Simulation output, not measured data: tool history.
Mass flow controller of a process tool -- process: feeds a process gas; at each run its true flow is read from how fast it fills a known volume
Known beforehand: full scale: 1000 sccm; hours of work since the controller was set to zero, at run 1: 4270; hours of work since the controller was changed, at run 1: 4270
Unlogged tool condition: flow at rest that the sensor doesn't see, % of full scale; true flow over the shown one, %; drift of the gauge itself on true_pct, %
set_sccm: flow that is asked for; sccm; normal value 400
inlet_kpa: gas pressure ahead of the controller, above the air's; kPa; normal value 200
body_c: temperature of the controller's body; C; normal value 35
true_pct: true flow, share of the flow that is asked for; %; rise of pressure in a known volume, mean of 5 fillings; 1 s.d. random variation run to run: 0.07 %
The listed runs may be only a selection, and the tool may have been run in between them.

run,hour,set_sccm,inlet_kpa,body_c,hours of work since the controller was set to zero,hours of work since the controller was changed,true_pct
1,0,400,200,35,4270,4270,92.18
2,320.9,400,200,35,4420,4420,91.94
3,625.9,400,200,35,4563,4563,91.88
4,895.5,400,200,22,4689,4689,92.46
5,1113,400,166,35,4791,4791,91.53
6,1561.5,400,200,31,5001,5001,91.51
7,1808.5,400,213,35,5117,5117,91.16
8,2115.2,400,211,35,5260,5260,90.9
9,2524.7,239,211,35,5452,5452,88.44
10,3025.9,400,200,35,5686,5686,90.47
# hour 3183.7: controller exchanged for a calibrated one
11,3350.7,400,265,35,78,78,97.89
12,3858.4,400,265,35,316,316,97.59
13,4291.5,155,265,35,519,519,96.22
14,4557.3,155,265,35,643,643,95.91
15,4815.5,155,265,26,764,764,96.42
16,5153.4,400,200,38,922,922,96.82
17,5370.1,400,200,35,1023,1023,96.7
18,5604.9,400,200,35,1133,1133,96.56
19,5966.4,400,200,35,1303,1303,96.43
20,6340.6,400,219,35,1478,1478,96.27
21,6828.8,400,200,35,1706,1706,95.94
22,7326.2,400,187,35,1939,1939,95.61
23,7759.1,400,187,35,2142,2142,95.24
24,7991.5,400,187,35,2251,2251,95.22
25,8230.6,400,189,35,2363,2363,95.04
26,8451.3,400,189,35,2466,2466,95.01
27,8954.9,400,189,35,2702,2702,94.74
28,9353.5,305,199,23,2888,2888,94.45
29,9565.6,305,199,23,2987,2987,94.36
30,9806.8,305,199,23,3100,3100,94.25
31,10084.1,305,199,23,3230,3230,93.99
32,10500.3,305,199,23,3425,3425,93.62
33,10705.4,565,200,35,3521,3521,94.39
34,10996.4,134,222,23,3657,3657,89.75
35,11336.4,317,231,35,3816,3816,92.35
36,11601.3,461,197,32,3940,3940,93.51
37,11905.8,282,172,32,4083,4083,91.92
38,12255.8,282,172,32,4247,4247,91.81
39,12466.3,769,178,34,4345,4345,94.48
40,12839.2,400,161,26,4520,4520,92.81
41,13139.3,400,161,26,4660,4660,92.7
42,13450.4,153,161,26,4806,4806,88.07
43,13874.8,174,161,26,5005,5005,88.29
44,14344,156,144,24,5224,5224,87.47
45,14775.4,658,261,36,5426,5426,92.51
46,15038.2,593,200,35,5549,5549,92.15
47,15300,593,200,35,5672,5672,91.93
# hour 15501.1: controller exchanged for a calibrated one
48,15759.5,400,202,35,121,121,97.81

Branching from run 48: 4 alternative next runs. What would each branch give?
A,16200.6,378,248,35,327,327,?
B,16200.6,400,152,35,327,327,?
C,16200.6,870,266,25,327,327,?
D,16200.6,296,211,35,327,327,?

run,true_pct
A,97.47
B,97.64
C,99.38
D,97.14
Stripped of hidden state, with their random variation kept, the same runs would have yielded:
run,true_pct
A,97.84
B,98
C,99.62
D,97.58

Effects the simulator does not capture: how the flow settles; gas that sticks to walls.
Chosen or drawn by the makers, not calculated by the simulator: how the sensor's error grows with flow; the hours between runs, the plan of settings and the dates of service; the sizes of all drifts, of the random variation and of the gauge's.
